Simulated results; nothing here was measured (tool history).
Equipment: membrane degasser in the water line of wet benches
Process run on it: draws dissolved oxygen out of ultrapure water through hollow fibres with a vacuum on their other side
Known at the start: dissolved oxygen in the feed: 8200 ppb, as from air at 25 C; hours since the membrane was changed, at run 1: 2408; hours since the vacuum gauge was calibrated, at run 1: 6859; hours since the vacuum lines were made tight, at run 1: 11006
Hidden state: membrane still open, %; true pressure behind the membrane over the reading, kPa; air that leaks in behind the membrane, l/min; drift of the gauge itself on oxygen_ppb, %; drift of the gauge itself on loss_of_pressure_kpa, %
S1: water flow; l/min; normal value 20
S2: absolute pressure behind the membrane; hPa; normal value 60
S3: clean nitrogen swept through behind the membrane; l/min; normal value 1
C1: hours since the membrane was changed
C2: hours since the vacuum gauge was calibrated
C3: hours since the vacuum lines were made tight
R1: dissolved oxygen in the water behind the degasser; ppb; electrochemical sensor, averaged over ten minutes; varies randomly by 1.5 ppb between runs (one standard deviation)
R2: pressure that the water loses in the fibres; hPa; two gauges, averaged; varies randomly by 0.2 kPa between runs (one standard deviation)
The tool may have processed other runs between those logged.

Run 1, hour 0: usual settings; C1 2408; C2 6859; C3 11006. Result: R1 220.7 ppb, R2 645.9 hPa.
Run 2, hour 53.9: usual settings but S2 92.8 hPa; C1 2462; C2 6913; C3 11060. Result: R1 357.3 ppb, R2 642.1 hPa.
Run 3, hour 87.5: usual settings but S2 92.8 hPa; C1 2496; C2 6947; C3 11093. Result: R1 358.1 ppb, R2 642.4 hPa.
Run 4, hour 123.9: usual settings but S2 92.8 hPa; C1 2532; C2 6983; C3 11130. Result: R1 361.8 ppb, R2 644.6 hPa.
Run 5, hour 169: usual settings but S2 92.8 hPa; C1 2577; C2 7028; C3 11175. Result: R1 356 ppb, R2 645.3 hPa.
Run 6, hour 224.5: usual settings; C1 2633; C2 7084; C3 11230. Result: R1 219.5 ppb, R2 650.5 hPa.
Run 7, hour 270.7: usual settings; C1 2679; C2 7130; C3 11277. Result: R1 218.2 ppb, R2 646.9 hPa.
Run 8, hour 329.9: usual settings but S1 19 l/min; C1 2738; C2 7189; C3 11336. Result: R1 203.3 ppb, R2 613.4 hPa.
Run 9, hour 359.1: usual settings but S1 19 l/min; C1 2768; C2 7218; C3 11365. Result: R1 203.7 ppb, R2 616.8 hPa.
Run 10, hour 385.3: usual settings but S1 19 l/min; C1 2794; C2 7244; C3 11391. Result: R1 204 ppb, R2 614.6 hPa.
Run 11, hour 439.6: usual settings; C1 2848; C2 7299; C3 11446. Result: R1 220.5 ppb, R2 647.2 hPa.
Run 12, hour 479.7: usual settings; C1 2888; C2 7339; C3 11486. Result: R1 220.8 ppb, R2 644 hPa.
Run 13, hour 505.4: usual settings; C1 2914; C2 7364; C3 11511. Result: R1 220.9 ppb, R2 645.2 hPa.
Run 14, hour 538.2: usual settings; C1 2947; C2 7397; C3 11544. Result: R1 220.6 ppb, R2 648.7 hPa.
Run 15, hour 598.3: usual settings; C1 3007; C2 7457; C3 11604. Result: R1 219.9 ppb, R2 646.3 hPa.
Run 16, hour 656.5: usual settings; C1 3065; C2 7515; C3 11662. Result: R1 222.5 ppb, R2 643.2 hPa.
At hour 678.8: seals of the vacuum lines changed.
Run 17, hour 687: usual settings but S3 1.54 l/min; C1 3094; C2 7544; C3 8. Result: R1 180 ppb, R2 648.6 hPa.
Run 18, hour 736.3: usual settings but S2 52.6 hPa, S3 1.65 l/min; C1 3143; C2 7593; C3 57. Result: R1 151.1 ppb, R2 643.4 hPa.
At hour 741.9: vacuum gauge calibrated.
Run 19, hour 778.7: usual settings but S1 24 l/min, S2 91.6 hPa, S3 2.88 l/min; C1 3185; C2 37; C3 99. Result: R1 258.1 ppb, R2 775.4 hPa.
Run 20, hour 804.4: usual settings but S1 30 l/min, S2 91.6 hPa, S3 1.14 l/min; C1 3210; C2 62; C3 125. Result: R1 537.8 ppb, R2 972 hPa.
At hour 835.8: vacuum gauge calibrated, once more.
Run 21, hour 850.8: usual settings but S2 77.2 hPa, S3 0.73 l/min; C1 3256; C2 15; C3 171. Result: R1 348 ppb, R2 646.4 hPa.
Run 22, hour 889.1: usual settings but S2 77.2 hPa, S3 0.73 l/min; C1 3295; C2 53; C3 209. Result: R1 346.8 ppb, R2 648.2 hPa.
Run 23, hour 922.9: usual settings but S1 15 l/min, S3 1.76 l/min; C1 3328; C2 87; C3 243. Result: R1 98.9 ppb, R2 486 hPa.
Run 24, hour 957.7: usual settings but S1 25 l/min, S3 0.51 l/min; C1 3363; C2 122; C3 278. Result: R1 399.8 ppb, R2 806.2 hPa.
Run 25, hour 993: usual settings but S2 138.4 hPa, S3 0.69 l/min; C1 3398; C2 157; C3 313. Result: R1 693.5 ppb, R2 649.3 hPa.
Run 26, hour 1028: usual settings but S2 95 hPa, S3 2.95 l/min; C1 3433; C2 192; C3 348. Result: R1 189.3 ppb, R2 648.7 hPa.
Run 27, hour 1056.1: usual settings but S1 24 l/min, S2 148 hPa, S3 1.09 l/min; C1 3462; C2 220; C3 376. Result: R1 646.5 ppb, R2 776.5 hPa.
Run 28, hour 1111: usual settings but S2 127.3 hPa, S3 1.54 l/min; C1 3517; C2 275; C3 431. Result: R1 364.8 ppb, R2 646.3 hPa.
Run 29, hour 1139.2: usual settings but S2 81.6 hPa, S3 0.44 l/min; C1 3545; C2 303; C3 459. Result: R1 501.6 ppb, R2 647.5 hPa.
Run 30, hour 1185.1: usual settings but S1 13 l/min, S2 78.4 hPa, S3 1.52 l/min; C1 3591; C2 349; C3 505. Result: R1 121.3 ppb, R2 423 hPa.
Run 31, hour 1238.1: usual settings but S1 13 l/min, S2 78.4 hPa, S3 1.52 l/min; C1 3644; C2 402; C3 558. Result: R1 122.6 ppb, R2 423.1 hPa.
Run 32, hour 1292.7: usual settings but S1 13 l/min, S2 78.4 hPa, S3 1.52 l/min; C1 3698; C2 457; C3 613. Result: R1 121.2 ppb, R2 420.5 hPa.
Run 33, hour 1346.4: usual settings but S1 22 l/min, S2 54.9 hPa, S3 1.44 l/min; C1 3752; C2 511; C3 667. Result: R1 192.1 ppb, R2 712 hPa.

Consider 3 possible next runs. They are alternatives, not a sequence: every one starts from the tool as it was left by run 33. What does each give?
Run A, hour 1380.7: usual settings but S1 15 l/min, S2 41.3 hPa, S3 0.86 l/min; C1 3786; C2 545; C3 701. Result: R1 ?, R2 ?.
Run B, hour 1380.7: usual settings but S1 14 l/min, S2 54.9 hPa, S3 1.24 l/min; C1 3786; C2 545; C3 701. Result: R1 ?, R2 ?.
Run C, hour 1380.7: usual settings but S1 22 l/min, S2 123.2 hPa, S3 1.44 l/min; C1 3786; C2 545; C3 701. Result: R1 ?, R2 ?.

run     R1     R2
  A   80.5  485.6
  B   96.9  452.6
  C  409.6  709.3
Without the tool's hidden state the same runs would have given:
run     R1     R2
  A   77.3  479.7
  B   94.2  447.1
  C  403.5  700.6
